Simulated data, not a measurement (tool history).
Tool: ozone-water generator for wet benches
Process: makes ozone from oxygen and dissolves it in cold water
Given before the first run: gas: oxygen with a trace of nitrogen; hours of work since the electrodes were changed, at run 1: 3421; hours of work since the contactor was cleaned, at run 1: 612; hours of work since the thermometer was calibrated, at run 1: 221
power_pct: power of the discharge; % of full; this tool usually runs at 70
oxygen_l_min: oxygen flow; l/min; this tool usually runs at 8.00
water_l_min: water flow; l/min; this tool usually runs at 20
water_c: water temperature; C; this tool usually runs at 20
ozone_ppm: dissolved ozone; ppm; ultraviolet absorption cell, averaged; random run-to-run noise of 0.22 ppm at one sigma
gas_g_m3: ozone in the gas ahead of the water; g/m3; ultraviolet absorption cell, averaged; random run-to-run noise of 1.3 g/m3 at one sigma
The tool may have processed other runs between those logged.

| run | hour | power_pct | oxygen_l_min | water_l_min | water_c | hours of work since the electrodes were changed | hours of work since the contactor was cleaned | hours of work since the thermometer was calibrated | ozone_ppm | gas_g_m3 |
|---|---|---|---|---|---|---|---|---|---|---|
| 1 | 0.0 | 70 | 8.00 | 20 | 20 | 3421 | 612 | 221 | 30.9 | 224.2 |
| 2 | 106.5 | 70 | 8.00 | 20 | 20 | 3515 | 707 | 315 | 30.6 | 222.9 |
| 3 | 182.9 | 70 | 8.00 | 20 | 20 | 3582 | 774 | 383 | 30.9 | 219.3 |
| 4 | 315.7 | 70 | 8.00 | 20 | 20 | 3700 | 892 | 500 | 30.9 | 220.0 |
| 5 | 382.2 | 70 | 8.00 | 20 | 20 | 3759 | 950 | 559 | 30.6 | 221.2 |
| 6 | 530.2 | 70 | 8.00 | 20 | 20 | 3889 | 1081 | 690 | 30.6 | 221.1 |
| 7 | 600.3 | 70 | 8.00 | 13 | 20 | 3951 | 1143 | 752 | 39.1 | 220.6 |
|  | 616.7 | contactor cleaned |
| 8 | 698.2 | 70 | 8.00 | 13 | 20 | 4035 | 72 | 835 | 39.7 | 221.2 |
| 9 | 824.3 | 70 | 8.00 | 14 | 20 | 4146 | 184 | 946 | 37.8 | 221.1 |
| 10 | 959.9 | 70 | 8.00 | 14 | 20 | 4266 | 303 | 1066 | 37.7 | 219.5 |
| 11 | 1024.6 | 70 | 8.00 | 14 | 20 | 4323 | 361 | 1124 | 38.0 | 217.8 |
|  | 1112.9 | contactor cleaned, once more |
| 12 | 1135.7 | 45 | 4.14 | 14 | 12 | 4418 | 20 | 1218 | 30.8 | 209.8 |

Run 13 is up next; what results do you expect?
| 13 | 1274.6 | 96 | 14.34 | 31 | 18 | 4541 | 143 | 1341 | ? | ? |

{"run 13": {"ozone_ppm": 28.6, "gas_g_m3": 217.6}}
The same run, on a tool lacking any hidden state, would have yielded ozone_ppm 32.2 ppm, gas_g_m3 242.7 g/m3.
